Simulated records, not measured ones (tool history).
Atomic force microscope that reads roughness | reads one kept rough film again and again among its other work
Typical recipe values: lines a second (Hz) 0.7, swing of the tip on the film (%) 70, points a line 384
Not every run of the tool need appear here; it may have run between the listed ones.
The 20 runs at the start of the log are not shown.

run,hour,lines a second (Hz),swing of the tip on the film (%),points a line,pictures with this tip,hours of work since the height scale was calibrated,roughness of the kept film (nm (root mean square))
21,408.6,0.7,70,404,69,710,1.904
22,422.9,0.7,70,404,91,719,1.898
23,449.8,0.7,70,404,131,735,1.849
24,466.2,3.288,70,384,155,744,1.651
25,478.9,3.288,70,447,174,752,1.656
26,503.5,0.924,58,545,210,766,1.822
27,519.8,0.924,58,545,235,776,1.801
28,531.9,0.924,58,545,253,783,1.788
29,557.7,1.27,73,545,291,798,1.678
30,572.2,1.915,70,583,313,807,1.653
# hour 587.9: new tip fitted
31,589,2.039,59,358,2,816,1.935
32,605.2,3.693,59,522,26,826,1.884
33,618.1,0.654,55,861,45,834,2.003
34,640,0.7,77,295,78,846,1.893
35,654.7,0.7,77,295,100,855,1.853
36,680.2,0.7,70,362,137,870,1.863
37,691.8,0.7,70,362,155,877,1.841
38,707.3,0.703,88,576,178,886,1.753
39,733.8,0.854,88,522,217,902,1.717
40,759.2,0.854,88,522,255,917,1.674
41,775.3,0.721,77,522,279,926,1.738

The next listed run, before its measurement:
42,790.6,0.7,70,635,302,935,?

{"run 42": {"roughness of the kept film (nm (root mean square))": 1.749}}
Minus the tool's unlogged condition, the same run would have read roughness of the kept film (nm (root mean square)) 1.982.
